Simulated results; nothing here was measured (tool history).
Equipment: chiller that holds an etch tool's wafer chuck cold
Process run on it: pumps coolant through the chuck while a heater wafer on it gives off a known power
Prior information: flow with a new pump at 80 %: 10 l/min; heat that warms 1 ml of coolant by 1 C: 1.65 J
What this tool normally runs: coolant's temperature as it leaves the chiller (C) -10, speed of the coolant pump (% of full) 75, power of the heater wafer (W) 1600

run   hour  coolant's temperature as it leaves the chiller (C)  speed of the coolant pump (% of full)  power of the heater wafer (W)  chuck's temperature once it has settled (C)  how much warmer the coolant comes back (C)
  1    0.0                                                 -10                                     75                           1600                                          4.8                                        6.65
  2   47.8                                                 -10                                     75                           1600                                          4.7                                        6.68
  3   85.7                                                 -10                                     75                           1600                                          4.8                                        6.70
      90.2  -- chiller's thermometer calibrated
  4  129.0                                                 -10                                     75                           1600                                          4.9                                        6.71
  5  185.4                                                 -10                                     75                           1600                                          4.9                                        6.68
  6  251.5                                                 -10                                     75                           1600                                          4.9                                        6.73

Run 7 has not been measured yet. What should we expect?
     313.0  -- chiller's thermometer calibrated, once more
  7  318.2                                                  -6                                     62                           1487                                            ?                                           ?

{"run 7": {"chuck's temperature once it has settled (C)": 9.9, "how much warmer the coolant comes back (C)": 7.75}}
If the tool had no hidden condition, the same run with the same run-to-run variation would have returned chuck's temperature once it has settled (C) 8.4, how much warmer the coolant comes back (C) 7.21.
